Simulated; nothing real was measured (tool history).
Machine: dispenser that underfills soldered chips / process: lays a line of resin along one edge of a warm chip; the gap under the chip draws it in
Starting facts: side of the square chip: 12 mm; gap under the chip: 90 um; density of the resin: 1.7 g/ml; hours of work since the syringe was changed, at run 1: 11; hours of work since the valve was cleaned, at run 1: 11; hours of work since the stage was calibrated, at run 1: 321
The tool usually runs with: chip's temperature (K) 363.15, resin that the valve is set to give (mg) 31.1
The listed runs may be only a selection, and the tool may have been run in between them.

run,day,chip's temperature (K),resin that the valve is set to give (mg),hours of work since the syringe was changed,hours of work since the valve was cleaned,hours of work since the stage was calibrated,time until the resin shows at the far edge (s),resin that the valve gave (mg)
1,0,363.15,31.1,11,11,321,120.4,31.07
# day 0.05: new syringe of resin
2,0.238,363.15,31.1,3,15,325,77.5,31.04
3,0.675,360.15,31.1,11,23,333,140.7,30.7
# day 0.721: new syringe of resin
4,0.867,363.15,40.2,3,27,336,69.3,39.88
5,1.142,363.15,31.1,8,32,341,95.5,30.52
6,1.367,363.15,34.9,12,36,345,119.4,34.5
# day 1.408: new syringe of resin
7,1.567,363.15,27.5,3,39,349,77.5,26.98
8,1.958,363.15,27.5,10,46,356,118,27.02
# day 2.083: new syringe of resin
9,2.396,363.15,27.5,6,54,364,87.3,26.89
10,2.612,363.15,27.5,10,58,368,110.7,26.67
# day 2.754: new syringe of resin
11,2.933,363.15,27.5,3,63,373,78.6,26.85
12,3.367,363.15,27.5,11,71,381,125.3,26.95
# day 3.458: new syringe of resin
13,3.621,358.15,30.2,3,76,385,90.7,29.19
14,3.846,367.15,39.7,7,80,390,76.8,38.49
15,4.083,359.15,37.4,11,84,394,137.8,35.98
# day 4.133: new syringe of resin
16,4.304,359.15,37.4,3,88,398,85.7,35.81
17,4.621,361.15,35.7,9,94,403,108.7,34.28
# day 4.808: new syringe of resin
18,4.875,361.15,35.7,1,98,408,69.5,34.44
19,5.071,366.15,35.7,5,101,411,70.1,34.37
20,5.342,368.15,27.7,10,106,416,93.2,26.6
# day 5.483: new syringe of resin
21,5.638,368.15,27.7,3,111,421,60.4,26.64
22,5.929,357.15,26.5,8,117,427,134.5,25.31

Predict each of these 5 candidate next runs independently; none follows another, all start after run 22:
# day 6.162: new syringe of resin
# day 6.388: dispensing valve cleaned and set on the balance
A,6.388,362.15,28.4,3,0,434,?,?
# day 6.162: new syringe of resin
# day 6.388: dispensing valve cleaned and set on the balance
B,6.388,357.15,36.5,3,0,434,?,?
# day 6.162: new syringe of resin
# day 6.388: dispensing valve cleaned and set on the balance
C,6.388,374.15,26.5,3,0,434,?,?
# day 6.162: new syringe of resin
# day 6.388: dispensing valve cleaned and set on the balance
D,6.388,355.15,38.3,3,0,434,?,?
# day 6.162: new syringe of resin
# day 6.388: dispensing valve cleaned and set on the balance
E,6.388,356.15,38.6,3,0,434,?,?

run,time until the resin shows at the far edge (s),resin that the valve gave (mg)
A,78.5,28.34
B,91.9,36.32
C,49.8,26.39
D,100.1,38.21
E,95.6,38.4
Without the tool's hidden state the same runs would have given:
run,time until the resin shows at the far edge (s),resin that the valve gave (mg)
A,70.7,28.4
B,83,36.4
C,44.6,26.44
D,90.5,38.29
E,86.4,38.48

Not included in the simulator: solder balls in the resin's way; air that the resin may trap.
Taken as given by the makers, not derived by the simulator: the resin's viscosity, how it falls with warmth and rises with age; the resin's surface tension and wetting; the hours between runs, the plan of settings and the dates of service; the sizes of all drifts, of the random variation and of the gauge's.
